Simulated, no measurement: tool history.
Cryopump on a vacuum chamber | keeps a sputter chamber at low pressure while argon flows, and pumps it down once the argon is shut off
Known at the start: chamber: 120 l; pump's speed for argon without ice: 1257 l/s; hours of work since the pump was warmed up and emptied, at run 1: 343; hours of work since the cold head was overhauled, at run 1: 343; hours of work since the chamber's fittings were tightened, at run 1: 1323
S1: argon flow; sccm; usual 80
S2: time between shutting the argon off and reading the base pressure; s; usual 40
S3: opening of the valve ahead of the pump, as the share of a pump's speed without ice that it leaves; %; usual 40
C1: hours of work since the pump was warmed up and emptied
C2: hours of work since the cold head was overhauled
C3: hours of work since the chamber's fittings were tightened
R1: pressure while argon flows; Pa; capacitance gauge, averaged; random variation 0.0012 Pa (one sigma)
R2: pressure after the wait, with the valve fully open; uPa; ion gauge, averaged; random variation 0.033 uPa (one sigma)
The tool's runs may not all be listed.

{"run": 1, "hour": 0.0, "S1": 80, "S2": 40, "S3": 40, "C1": 343, "C2": 343, "C3": 1323, "R1": 0.2802, "R2": 4.8}
{"run": 2, "hour": 100.2, "S1": 80, "S2": 40, "S3": 40, "C1": 411, "C2": 411, "C3": 1391, "R1": 0.2829, "R2": 4.94}
{"run": 3, "hour": 148.4, "S1": 80, "S2": 40, "S3": 40, "C1": 444, "C2": 444, "C3": 1424, "R1": 0.2817, "R2": 5.03}
{"run": 4, "hour": 207.1, "S1": 80, "S2": 40, "S3": 40, "C1": 483, "C2": 483, "C3": 1464, "R1": 0.2865, "R2": 5.28}
{"hour": 217.0, "done": "leaking fittings of the chamber tightened, without venting"}
{"run": 5, "hour": 261.9, "S1": 40, "S2": 40, "S3": 40, "C1": 519, "C2": 519, "C3": 30, "R1": 0.1432, "R2": 1.89}
{"run": 6, "hour": 372.7, "S1": 80, "S2": 202, "S3": 40, "C1": 594, "C2": 594, "C3": 105, "R1": 0.2865, "R2": 0.88}
{"run": 7, "hour": 466.4, "S1": 80, "S2": 202, "S3": 40, "C1": 658, "C2": 658, "C3": 169, "R1": 0.2902, "R2": 1.06}
{"hour": 492.8, "done": "pump warmed up, emptied and cooled again"}
{"run": 8, "hour": 540.1, "S1": 40, "S2": 40, "S3": 40, "C1": 32, "C2": 704, "C3": 215, "R1": 0.1344, "R2": 2.18}
{"run": 9, "hour": 620.9, "S1": 80, "S2": 40, "S3": 19, "C1": 87, "C2": 759, "C3": 270, "R1": 0.5652, "R2": 2.37}
{"run": 10, "hour": 716.2, "S1": 80, "S2": 40, "S3": 19, "C1": 151, "C2": 823, "C3": 335, "R1": 0.5701, "R2": 2.55}
{"run": 11, "hour": 775.1, "S1": 80, "S2": 20, "S3": 40, "C1": 191, "C2": 863, "C3": 375, "R1": 0.2744, "R2": 4.13}
{"run": 12, "hour": 863.8, "S1": 80, "S2": 20, "S3": 40, "C1": 251, "C2": 923, "C3": 435, "R1": 0.2775, "R2": 4.39}

Run 13 comes next. What will it give?
{"run": 13, "hour": 961.5, "S1": 80, "S2": 20, "S3": 40, "C1": 317, "C2": 989, "C3": 501, "R1": "?", "R2": "?"}

{"run 13": {"R1": 0.2813, "R2": 4.56}}
Without the tool's hidden state the same run would have given R1 0.2697 Pa, R2 3.31 uPa.

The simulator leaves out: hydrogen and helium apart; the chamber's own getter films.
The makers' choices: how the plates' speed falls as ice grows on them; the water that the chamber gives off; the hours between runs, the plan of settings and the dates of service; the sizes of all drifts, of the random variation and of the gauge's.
